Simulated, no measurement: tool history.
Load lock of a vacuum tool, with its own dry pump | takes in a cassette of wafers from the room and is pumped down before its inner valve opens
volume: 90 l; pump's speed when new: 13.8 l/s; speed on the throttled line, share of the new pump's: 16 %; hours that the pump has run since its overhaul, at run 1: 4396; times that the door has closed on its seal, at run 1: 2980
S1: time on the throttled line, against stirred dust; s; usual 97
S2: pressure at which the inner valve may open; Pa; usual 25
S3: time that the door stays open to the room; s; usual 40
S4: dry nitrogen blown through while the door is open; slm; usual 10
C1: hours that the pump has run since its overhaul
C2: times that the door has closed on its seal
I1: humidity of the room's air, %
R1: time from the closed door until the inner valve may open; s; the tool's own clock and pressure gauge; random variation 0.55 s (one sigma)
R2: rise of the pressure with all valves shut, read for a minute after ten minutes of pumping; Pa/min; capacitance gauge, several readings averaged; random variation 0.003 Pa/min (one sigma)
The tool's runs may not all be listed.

{"run": 1, "hour": 0.0, "S1": 97, "S2": 25, "S3": 40, "S4": 10, "C1": 4396, "C2": 2980, "I1": 47, "R1": 136.6, "R2": 0.024}
{"run": 2, "hour": 96.3, "S1": 97, "S2": 25, "S3": 40, "S4": 10, "C1": 4492, "C2": 3132, "I1": 45.9, "R1": 137.4, "R2": 0.017}
{"run": 3, "hour": 205.2, "S1": 97, "S2": 25, "S3": 40, "S4": 10, "C1": 4601, "C2": 3303, "I1": 43.5, "R1": 137.9, "R2": 0.022}
{"run": 4, "hour": 297.9, "S1": 97, "S2": 25, "S3": 40, "S4": 44, "C1": 4693, "C2": 3450, "I1": 43.4, "R1": 139.1, "R2": 0.01}
{"run": 5, "hour": 396.9, "S1": 97, "S2": 25, "S3": 40, "S4": 44, "C1": 4792, "C2": 3606, "I1": 47.7, "R1": 139.1, "R2": 0.012}
{"run": 6, "hour": 488.1, "S1": 97, "S2": 25, "S3": 40, "S4": 44, "C1": 4884, "C2": 3750, "I1": 47.3, "R1": 138.6, "R2": 0.012}
{"run": 7, "hour": 555.4, "S1": 97, "S2": 25, "S3": 40, "S4": 10, "C1": 4951, "C2": 3856, "I1": 46.4, "R1": 137.5, "R2": 0.02}
{"run": 8, "hour": 648.7, "S1": 97, "S2": 25, "S3": 40, "S4": 10, "C1": 5044, "C2": 4003, "I1": 43.4, "R1": 138.3, "R2": 0.027}
{"run": 9, "hour": 752.4, "S1": 97, "S2": 25, "S3": 40, "S4": 10, "C1": 5148, "C2": 4167, "I1": 44.1, "R1": 137.5, "R2": 0.022}
{"run": 10, "hour": 812.9, "S1": 109, "S2": 25, "S3": 40, "S4": 10, "C1": 5208, "C2": 4263, "I1": 43.8, "R1": 149.1, "R2": 0.027}
{"run": 11, "hour": 915.6, "S1": 109, "S2": 25, "S3": 65, "S4": 10, "C1": 5311, "C2": 4425, "I1": 44.8, "R1": 147.8, "R2": 0.024}
{"run": 12, "hour": 1015.5, "S1": 109, "S2": 25, "S3": 65, "S4": 10, "C1": 5411, "C2": 4582, "I1": 43.5, "R1": 148.1, "R2": 0.028}
{"run": 13, "hour": 1120.0, "S1": 109, "S2": 25, "S3": 65, "S4": 10, "C1": 5516, "C2": 4747, "I1": 49.5, "R1": 148.8, "R2": 0.032}
{"run": 14, "hour": 1204.1, "S1": 109, "S2": 25, "S3": 65, "S4": 10, "C1": 5600, "C2": 4880, "I1": 44.1, "R1": 149.7, "R2": 0.028}
{"run": 15, "hour": 1294.0, "S1": 109, "S2": 25, "S3": 65, "S4": 10, "C1": 5690, "C2": 5022, "I1": 45.3, "R1": 148.6, "R2": 0.031}
{"run": 16, "hour": 1419.3, "S1": 88, "S2": 25, "S3": 65, "S4": 10, "C1": 5815, "C2": 5220, "I1": 46.5, "R1": 131.5, "R2": 0.034}
{"run": 17, "hour": 1495.4, "S1": 97, "S2": 25, "S3": 51, "S4": 10, "C1": 5891, "C2": 5340, "I1": 46.7, "R1": 139.1, "R2": 0.032}
{"run": 18, "hour": 1562.0, "S1": 97, "S2": 25, "S3": 40, "S4": 10, "C1": 5957, "C2": 5445, "I1": 43.7, "R1": 138, "R2": 0.025}
{"run": 19, "hour": 1667.2, "S1": 97, "S2": 25, "S3": 40, "S4": 10, "C1": 6063, "C2": 5611, "I1": 45.7, "R1": 139, "R2": 0.018}
{"run": 20, "hour": 1755.3, "S1": 97, "S2": 25, "S3": 198, "S4": 10, "C1": 6151, "C2": 5750, "I1": 42.9, "R1": 139, "R2": 0.06}
{"run": 21, "hour": 1852.0, "S1": 97, "S2": 20, "S3": 198, "S4": 10, "C1": 6248, "C2": 5903, "I1": 44.1, "R1": 140.7, "R2": 0.055}
{"run": 22, "hour": 1969.3, "S1": 75, "S2": 20, "S3": 67, "S4": 10, "C1": 6365, "C2": 6088, "I1": 42.1, "R1": 122.5, "R2": 0.026}
{"run": 23, "hour": 2084.9, "S1": 162, "S2": 20, "S3": 67, "S4": 4, "C1": 6480, "C2": 6270, "I1": 45.9, "R1": 193.8, "R2": 0.045}
{"run": 24, "hour": 2204.1, "S1": 162, "S2": 20, "S3": 67, "S4": 4, "C1": 6600, "C2": 6458, "I1": 44.3, "R1": 195.3, "R2": 0.046}
{"run": 25, "hour": 2259.9, "S1": 162, "S2": 20, "S3": 67, "S4": 4, "C1": 6655, "C2": 6547, "I1": 44, "R1": 193.5, "R2": 0.038}
{"run": 26, "hour": 2376.5, "S1": 135, "S2": 20, "S3": 67, "S4": 4, "C1": 6772, "C2": 6731, "I1": 49.4, "R1": 172.6, "R2": 0.046}
{"run": 27, "hour": 2433.5, "S1": 178, "S2": 20, "S3": 40, "S4": 4, "C1": 6829, "C2": 6821, "I1": 43.1, "R1": 208.1, "R2": 0.027}
{"run": 28, "hour": 2521.3, "S1": 178, "S2": 20, "S3": 40, "S4": 4, "C1": 6917, "C2": 6959, "I1": 44.9, "R1": 206.8, "R2": 0.035}
{"run": 29, "hour": 2633.9, "S1": 178, "S2": 20, "S3": 40, "S4": 4, "C1": 7029, "C2": 7137, "I1": 44.1, "R1": 208.4, "R2": 0.035}
{"run": 30, "hour": 2704.7, "S1": 158, "S2": 20, "S3": 106, "S4": 16, "C1": 7100, "C2": 7249, "I1": 44.7, "R1": 192.8, "R2": 0.029}
{"run": 31, "hour": 2806.5, "S1": 97, "S2": 25, "S3": 167, "S4": 10, "C1": 7202, "C2": 7409, "I1": 44.8, "R1": 139.7, "R2": 0.055}
{"run": 32, "hour": 2862.1, "S1": 97, "S2": 25, "S3": 167, "S4": 10, "C1": 7258, "C2": 7497, "I1": 45.6, "R1": 139.2, "R2": 0.055}
{"run": 33, "hour": 2952.0, "S1": 49, "S2": 25, "S3": 167, "S4": 7, "C1": 7348, "C2": 7639, "I1": 45, "R1": 100.5, "R2": 0.059}
{"run": 34, "hour": 3036.2, "S1": 49, "S2": 25, "S3": 167, "S4": 7, "C1": 7432, "C2": 7772, "I1": 48.8, "R1": 100.5, "R2": 0.065}
{"run": 35, "hour": 3110.2, "S1": 49, "S2": 25, "S3": 61, "S4": 7, "C1": 7506, "C2": 7889, "I1": 47.1, "R1": 100.2, "R2": 0.037}
{"run": 36, "hour": 3193.4, "S1": 186, "S2": 45, "S3": 192, "S4": 28, "C1": 7589, "C2": 8020, "I1": 43, "R1": 207.7, "R2": 0.032}
{"run": 37, "hour": 3292.0, "S1": 90, "S2": 31, "S3": 40, "S4": 38, "C1": 7688, "C2": 8176, "I1": 46.5, "R1": 132.7, "R2": 0.015}

Some steps in R1 between neighbouring runs. How much of each would the tool show without its hidden state too (settings, what came in, random variation), and how much is left for the hidden state, with any gauge scatter that isn't in both results?
The hidden state here: pump's speed, % of a new pump's; leak at the door's seal, Pa l/s; drift of the gauge itself on ready_s, %; drift of the gauge itself on rise_pa_min, %.
Run 22 -> 23: S1 75 -> 162, S4 10 -> 4. R1 +71.3 s: hidden state -1.2, all else +72.5.
Run 35 -> 36: S1 49 -> 186, S2 25 -> 45, S3 61 -> 192, S4 7 -> 28. R1 +107.5 s: hidden state -2.7, all else +110.2.
Run 36 -> 37: S1 186 -> 90, S2 45 -> 31, S3 192 -> 40, S4 28 -> 38. R1 -75 s: hidden state +2, all else -77.
